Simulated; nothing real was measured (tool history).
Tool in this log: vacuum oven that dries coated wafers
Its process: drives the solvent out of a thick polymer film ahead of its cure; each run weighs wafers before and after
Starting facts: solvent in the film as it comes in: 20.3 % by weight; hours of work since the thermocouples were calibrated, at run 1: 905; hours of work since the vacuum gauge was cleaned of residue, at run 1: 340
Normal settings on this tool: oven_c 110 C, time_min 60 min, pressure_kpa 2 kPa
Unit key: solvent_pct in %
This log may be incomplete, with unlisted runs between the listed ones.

run,hour,oven_c,time_min,pressure_kpa,hours of work since the thermocouples were calibrated,hours of work since the vacuum gauge was cleaned of residue,solvent_pct
1,0,110,60,2,905,340,2.71
2,14.7,110,60,6.69,911,346,4.58
3,25.6,110,60,2.94,916,351,3.02
4,40.3,110,39,2,922,357,4.84
5,53.2,110,60,2,928,363,2.67
6,72.4,110,60,2,936,371,2.71
7,90.6,110,60,2,944,379,2.68
8,103.7,110,60,2,950,385,2.66
9,115.8,110,60,3.96,955,390,3.54
10,127.8,110,45,2,960,395,4.04
11,147,123,50,1.09,968,403,0.75
12,156.9,116,92,1.06,973,408,0.51
13,173.8,110,99,6.47,980,415,3.21
14,184,110,33,1.68,984,419,5.66
15,198.7,107,33,1.99,991,426,6.68
16,210.3,117,38,1.99,996,431,3.06
17,219.9,98,74,3.09,1000,435,5.76
18,229.1,124,57,2,1004,439,0.78
19,239.6,124,57,2,1009,443,0.79

5 options for the next run, each taken on its own from the tool as it stands now. Forecast them:
A,250.7,122,51,4.5,1013,448,?
B,250.7,113,57,7.7,1013,448,?
C,250.7,124,43,2.28,1013,448,?
D,250.7,107,31,1.38,1013,448,?
E,250.7,107,60,7.79,1013,448,?

run,solvent_pct
A,1.79
B,4.39
C,1.34
D,6.81
E,6
Without the tool's hidden state the same runs would have given:
run,solvent_pct
A,1.78
B,4.38
C,1.34
D,6.79
E,5.99
